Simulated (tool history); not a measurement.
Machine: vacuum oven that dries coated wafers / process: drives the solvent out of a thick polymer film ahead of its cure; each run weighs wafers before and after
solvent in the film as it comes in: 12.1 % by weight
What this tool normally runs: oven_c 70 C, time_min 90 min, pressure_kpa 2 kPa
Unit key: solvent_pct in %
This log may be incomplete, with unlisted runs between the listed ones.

| run | hour | oven_c | time_min | pressure_kpa | solvent_pct |
|---|---|---|---|---|---|
| 1 | 0 | 70 | 90 | 2 | 1.85 |
| 2 | 85.2 | 70 | 90 | 2 | 1.82 |
| 3 | 150 | 70 | 90 | 2 | 1.89 |
| 4 | 261.5 | 70 | 90 | 2 | 1.89 |
| 5 | 336.1 | 70 | 90 | 2 | 1.85 |
| 6 | 392 | 70 | 90 | 2 | 1.81 |
| 7 | 495.3 | 70 | 90 | 2 | 1.88 |
| 8 | 607 | 70 | 90 | 2 | 1.87 |
| 9 | 658.2 | 70 | 90 | 2 | 1.91 |
| 10 | 739.8 | 70 | 90 | 2 | 1.93 |
| 11 | 854 | 70 | 90 | 2 | 1.93 |
| 12 | 953.3 | 70 | 90 | 2 | 1.89 |
| 13 | 1039.2 | 70 | 90 | 2 | 1.88 |
| 14 | 1108.2 | 69 | 90 | 2 | 1.99 |
| 15 | 1199.4 | 69 | 139 | 2 | 1.76 |
| 16 | 1255.1 | 70 | 90 | 2 | 1.89 |
| 17 | 1320.2 | 70 | 90 | 2 | 1.92 |
| 18 | 1424.8 | 70 | 49 | 2 | 2.96 |
| 19 | 1491 | 70 | 90 | 2 | 1.89 |
| 20 | 1570.7 | 70 | 90 | 2 | 1.96 |
| 21 | 1653.7 | 70 | 90 | 2 | 1.94 |
| 22 | 1744.7 | 70 | 90 | 2 | 1.96 |
|  | 1754.6 | oven's thermocouples calibrated |
| 23 | 1834.9 | 70 | 90 | 7.32 | 5.31 |
| 24 | 1885.9 | 70 | 90 | 2 | 1.96 |
| 25 | 1937.3 | 70 | 90 | 2 | 1.93 |
| 26 | 1997.2 | 59 | 84 | 3.09 | 4.69 |
| 27 | 2103.3 | 59 | 84 | 3.09 | 4.73 |
|  | 2150.6 | oven's thermocouples calibrated, once more |
| 28 | 2187.8 | 82 | 90 | 2 | 1.14 |
| 29 | 2284.3 | 78 | 71 | 2 | 1.51 |
| 30 | 2360.2 | 63 | 71 | 2 | 3.51 |
| 31 | 2436.1 | 63 | 71 | 2 | 3.51 |
| 32 | 2499.7 | 72 | 46 | 6 | 5.18 |
| 33 | 2607.9 | 72 | 126 | 6 | 4.21 |
| 34 | 2707.7 | 78 | 117 | 6.94 | 3.68 |
| 35 | 2802.4 | 78 | 65 | 1.31 | 1.23 |
| 36 | 2900.7 | 84 | 96 | 2 | 1.07 |
| 37 | 2989.4 | 84 | 96 | 2 | 1.07 |
| 38 | 3064.7 | 58 | 93 | 7.6 | 9.7 |
| 39 | 3143.1 | 68 | 128 | 3.59 | 3.26 |
| 40 | 3220.3 | 70 | 153 | 2 | 1.93 |
| 41 | 3321.4 | 60 | 152 | 2 | 3.09 |
| 42 | 3382.9 | 68 | 156 | 1.82 | 1.98 |
| 43 | 3453.4 | 67 | 125 | 5.99 | 5.26 |
| 44 | 3518.6 | 67 | 125 | 5.99 | 5.19 |
| 45 | 3577.9 | 71 | 70 | 5.99 | 4.69 |
| 46 | 3644.2 | 77 | 141 | 5.99 | 3.35 |
| 47 | 3721.3 | 70 | 66 | 4.84 | 4.21 |

Predict each of these 4 candidate next runs independently; none follows another, all start after run 47:
| A | 3785 | 56 | 60 | 6.62 | ? |
| B | 3785 | 70 | 66 | 3.23 | ? |
| C | 3785 | 63 | 126 | 4.84 | ? |
| D | 3785 | 63 | 73 | 2 | ? |

| run | solvent_pct |
|---|---|
| A | 9.78 |
| B | 3.24 |
| C | 5.17 |
| D | 3.53 |
With no hidden state in the tool, these same runs would have given:
| run | solvent_pct |
|---|---|
| A | 9.56 |
| B | 2.97 |
| C | 4.79 |
| D | 3.12 |

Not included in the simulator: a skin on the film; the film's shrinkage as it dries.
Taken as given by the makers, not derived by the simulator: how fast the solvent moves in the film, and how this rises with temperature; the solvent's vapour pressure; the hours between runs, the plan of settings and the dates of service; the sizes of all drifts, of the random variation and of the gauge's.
